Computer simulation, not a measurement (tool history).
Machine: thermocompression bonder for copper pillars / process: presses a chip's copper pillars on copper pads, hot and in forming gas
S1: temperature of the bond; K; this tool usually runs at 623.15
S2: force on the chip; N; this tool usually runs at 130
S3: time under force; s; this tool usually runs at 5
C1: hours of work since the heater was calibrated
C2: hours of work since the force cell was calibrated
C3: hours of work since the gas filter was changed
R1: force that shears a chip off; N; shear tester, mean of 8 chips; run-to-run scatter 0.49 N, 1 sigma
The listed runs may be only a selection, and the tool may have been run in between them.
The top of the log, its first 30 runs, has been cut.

| run | day | S1 | S2 | S3 | C1 | C2 | C3 | R1 |
|---|---|---|---|---|---|---|---|---|
|  | 70.412 | forming gas filter changed |
| 31 | 70.525 | 623.15 | 193 | 5 | 82 | 131 | 2 | 80.2 |
| 32 | 72.988 | 598.15 | 176 | 5 | 121 | 170 | 40 | 63 |
| 33 | 75.933 | 598.15 | 92 | 5 | 166 | 215 | 86 | 43.1 |
| 34 | 79.038 | 613.15 | 82 | 7 | 215 | 264 | 134 | 52.3 |
| 35 | 81.838 | 613.15 | 82 | 7 | 258 | 307 | 178 | 52 |
| 36 | 83.525 | 606.15 | 82 | 11 | 284 | 333 | 204 | 56.5 |
| 37 | 86.304 | 636.15 | 130 | 5 | 328 | 376 | 247 | 71 |
| 38 | 88.638 | 636.15 | 130 | 5 | 364 | 413 | 283 | 70.2 |

Forecast each of these 4 alternatives for the next run:
| A | 90.208 | 629.15 | 130 | 5 | 388 | 437 | 308 | ? |
| B | 90.208 | 629.15 | 160 | 8 | 388 | 437 | 308 | ? |
| C | 90.208 | 601.15 | 130 | 5 | 388 | 437 | 308 | ? |
| D | 90.208 | 632.15 | 130 | 4 | 388 | 437 | 308 | ? |

| run | R1 |
|---|---|
| A | 66.1 |
| B | 81.5 |
| C | 53.7 |
| D | 64.1 |
Had the tool no hidden state, the same runs would have come out as:
| run | R1 |
|---|---|
| A | 69 |
| B | 86 |
| C | 55.4 |
| D | 66.9 |
